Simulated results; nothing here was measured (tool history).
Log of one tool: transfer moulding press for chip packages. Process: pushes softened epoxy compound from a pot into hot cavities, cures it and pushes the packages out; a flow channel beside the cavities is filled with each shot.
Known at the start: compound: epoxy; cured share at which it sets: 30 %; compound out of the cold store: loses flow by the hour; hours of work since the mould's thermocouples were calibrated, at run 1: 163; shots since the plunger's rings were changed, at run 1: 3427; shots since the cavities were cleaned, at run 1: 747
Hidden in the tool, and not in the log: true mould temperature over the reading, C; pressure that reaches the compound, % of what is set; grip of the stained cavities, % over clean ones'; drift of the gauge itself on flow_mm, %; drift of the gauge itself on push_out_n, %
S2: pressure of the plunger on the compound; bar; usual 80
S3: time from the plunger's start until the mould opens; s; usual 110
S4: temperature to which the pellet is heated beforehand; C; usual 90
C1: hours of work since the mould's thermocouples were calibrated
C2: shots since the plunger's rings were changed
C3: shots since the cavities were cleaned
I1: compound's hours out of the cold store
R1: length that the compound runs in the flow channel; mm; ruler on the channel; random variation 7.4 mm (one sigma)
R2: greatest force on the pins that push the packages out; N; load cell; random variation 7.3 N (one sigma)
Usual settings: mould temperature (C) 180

Run 1, hour 0: usual settings; C1 163; C2 3427; C3 747; I1 19.6. Result: R1 793 mm, R2 583 N.
Run 2, hour 5.3: usual settings; C1 165; C2 3465; C3 785; I1 13.4. Result: R1 813 mm, R2 607 N.
Run 3, hour 12.2: usual settings; C1 168; C2 3515; C3 835; I1 32. Result: R1 766 mm, R2 580 N.
Run 4, hour 19: usual settings; C1 171; C2 3564; C3 884; I1 13.7. Result: R1 792 mm, R2 621 N.
Run 5, hour 27: usual settings; C1 174; C2 3623; C3 943; I1 18.8. Result: R1 787 mm, R2 601 N.
Run 6, hour 36.8: usual settings; C1 178; C2 3693; C3 1013; I1 37.9. Result: R1 740 mm, R2 609 N.
At hour 43.9: cavities cleaned with cleaning compound and waxed.
Run 7, hour 44.3: usual settings but mould temperature (C) 182; C1 181; C2 3737; C3 3; I1 29.8. Result: R1 751 mm, R2 278 N.
Run 8, hour 49.4: usual settings but S2 76.6 bar; C1 183; C2 3774; C3 40; I1 10.6. Result: R1 795 mm, R2 346 N.
Run 9, hour 59.1: usual settings; C1 187; C2 3844; C3 110; I1 10.9. Result: R1 793 mm, R2 389 N.
Run 10, hour 66.2: usual settings but S3 147 s; C1 190; C2 3896; C3 162; I1 15.2. Result: R1 784 mm, R2 304 N.
Run 11, hour 70.5: usual settings but S3 147 s; C1 191; C2 3927; C3 193; I1 9.5. Result: R1 810 mm, R2 308 N.
Run 12, hour 78.2: usual settings but S3 147 s, S4 85 C; C1 195; C2 3983; C3 249; I1 35.7. Result: R1 743 mm, R2 316 N.
Run 13, hour 86.5: usual settings but S3 147 s, S4 85 C; C1 198; C2 4043; C3 309; I1 20.7. Result: R1 783 mm, R2 340 N.
Run 14, hour 95.1: usual settings but S3 147 s, S4 85 C; C1 202; C2 4105; C3 371; I1 30.3. Result: R1 751 mm, R2 359 N.
Run 15, hour 99.4: usual settings but S3 147 s, S4 85 C; C1 203; C2 4136; C3 402; I1 35.2. Result: R1 746 mm, R2 370 N.
Run 16, hour 105.9: usual settings but mould temperature (C) 181, S2 71.9 bar; C1 206; C2 4184; C3 450; I1 10.5. Result: R1 753 mm, R2 485 N.
Run 17, hour 111: usual settings but mould temperature (C) 181, S2 71.9 bar; C1 208; C2 4220; C3 486; I1 45.8. Result: R1 661 mm, R2 464 N.
Run 18, hour 118.7: usual settings but mould temperature (C) 181, S2 71.9 bar, S3 126 s, S4 87 C; C1 211; C2 4276; C3 542; I1 19.5. Result: R1 737 mm, R2 423 N.
Run 19, hour 124.1: usual settings but mould temperature (C) 181, S2 71.9 bar, S3 126 s, S4 87 C; C1 214; C2 4315; C3 581; I1 12.8. Result: R1 759 mm, R2 427 N.
Run 20, hour 130.7: usual settings but mould temperature (C) 177, S2 71.9 bar, S3 109 s, S4 87 C; C1 216; C2 4363; C3 629; I1 8.6. Result: R1 764 mm, R2 709 N.
Run 21, hour 135.7: usual settings but mould temperature (C) 177, S2 71.9 bar, S3 109 s, S4 87 C; C1 219; C2 4400; C3 666; I1 13.2. Result: R1 773 mm, R2 699 N.
Run 22, hour 141.4: usual settings but S3 132 s; C1 221; C2 4441; C3 707; I1 13.5. Result: R1 794 mm, R2 445 N.
Run 23, hour 149.5: usual settings but S3 132 s; C1 224; C2 4499; C3 765; I1 43.6. Result: R1 716 mm, R2 445 N.
Run 24, hour 154.9: usual settings but S3 132 s; C1 227; C2 4539; C3 805; I1 40.2. Result: R1 716 mm, R2 455 N.
Run 25, hour 162.8: usual settings but mould temperature (C) 184, S4 94 C; C1 230; C2 4596; C3 862; I1 29.5. Result: R1 725 mm, R2 491 N.
At hour 168.4: plunger's sealing rings changed.
Run 26, hour 171.2: usual settings but mould temperature (C) 185, S2 80.2 bar, S3 129 s, S4 94 C; C1 232; C2 19; C3 904; I1 15.1. Result: R1 828 mm, R2 433 N.
Run 27, hour 181.2: usual settings but mould temperature (C) 185, S2 80.2 bar, S3 129 s, S4 94 C; C1 236; C2 92; C3 977; I1 42.1. Result: R1 763 mm, R2 434 N.
Run 28, hour 185.3: usual settings but mould temperature (C) 183, S4 88 C; C1 238; C2 122; C3 1007; I1 46.8. Result: R1 753 mm, R2 513 N.
At hour 193.7: cavities cleaned with cleaning compound and waxed.
Run 29, hour 194.6: usual settings but mould temperature (C) 182, S2 67.2 bar, S3 149 s, S4 80 C; C1 241; C2 178; C3 6; I1 47.1. Result: R1 696 mm, R2 217 N.
Run 30, hour 199.7: usual settings but mould temperature (C) 186, S2 79.3 bar, S3 91 s, S4 99 C; C1 243; C2 215; C3 43; I1 15.1. Result: R1 817 mm, R2 320 N.

3 ways to go on from here, each from the tool as it stands after run 30. What would each give?
Run A, hour 207.6: usual settings but mould temperature (C) 186, S2 77.3 bar, S3 112 s; C1 247; C2 273; C3 101; I1 34.7. Result: R1 ?, R2 ?.
Run B, hour 207.6: usual settings but S3 93 s; C1 247; C2 273; C3 101; I1 40.4. Result: R1 ?, R2 ?.
Run C, hour 207.6: usual settings but mould temperature (C) 186, S2 73 bar, S3 91 s, S4 87 C; C1 247; C2 273; C3 101; I1 19.1. Result: R1 ?, R2 ?.

run   R1   R2
  A  752  288
  B  776  481
  C  787  353
Without the tool's hidden state the same runs would have given:
run   R1   R2
  A  758  243
  B  782  413
  C  793  301
